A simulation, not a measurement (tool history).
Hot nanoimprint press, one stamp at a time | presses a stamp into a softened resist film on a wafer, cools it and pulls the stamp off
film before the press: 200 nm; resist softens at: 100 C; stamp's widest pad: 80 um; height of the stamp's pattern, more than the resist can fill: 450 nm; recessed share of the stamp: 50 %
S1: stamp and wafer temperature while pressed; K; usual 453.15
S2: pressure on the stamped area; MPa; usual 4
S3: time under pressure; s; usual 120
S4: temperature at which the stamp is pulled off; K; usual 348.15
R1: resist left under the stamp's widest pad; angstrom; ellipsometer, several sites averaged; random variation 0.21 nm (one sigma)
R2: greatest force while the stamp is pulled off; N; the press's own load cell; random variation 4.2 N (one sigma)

run 1 hour=0 | S1=453.15 S2=4 S3=120 S4=348.15 | R1=824 R2=251
run 2 hour=65 | S1=460.15 S2=4 S3=120 S4=348.15 | R1=682 R2=260
run 3 hour=97.8 | S1=460.15 S2=4 S3=120 S4=348.15 | R1=682 R2=266
run 4 hour=160.5 | S1=460.15 S2=3.3 S3=120 S4=348.15 | R1=753 R2=276
-- hour=191.7 stamp cleaned and given a new release coat
run 5 hour=204.1 | S1=460.15 S2=3.3 S3=120 S4=348.15 | R1=751 R2=237
run 6 hour=269.2 | S1=460.15 S2=3.3 S3=120 S4=348.15 | R1=748 R2=249
run 7 hour=330 | S1=453.15 S2=4 S3=120 S4=348.15 | R1=822 R2=260
-- hour=410.4 press's hydraulic seals changed and the load cell set to zero
run 8 hour=410.4 | S1=453.15 S2=4 S3=120 S4=349.15 | R1=791 R2=267
-- hour=442 plate thermocouple calibrated
-- hour=460.9 stamp cleaned and given a new release coat
run 9 hour=468.7 | S1=453.15 S2=4 S3=120 S4=348.15 | R1=815 R2=232
run 10 hour=510.1 | S1=453.15 S2=4 S3=120 S4=348.15 | R1=816 R2=241
run 11 hour=584.6 | S1=453.15 S2=4 S3=120 S4=348.15 | R1=814 R2=263
run 12 hour=655.1 | S1=453.15 S2=4 S3=120 S4=348.15 | R1=811 R2=277
run 13 hour=694.6 | S1=448.15 S2=4 S3=120 S4=348.15 | R1=934 R2=286

Forecast run 14:
-- hour=721.8 stamp cleaned and given a new release coat
run 14 hour=767.7 | S1=442.15 S2=5.52 S3=205 S4=335.15 | R1=? R2=?

Run 14 gave R1 790 angstrom, R2 301 N.
Without the tool's hidden state the same run would have given R1 797 angstrom, R2 293 N.
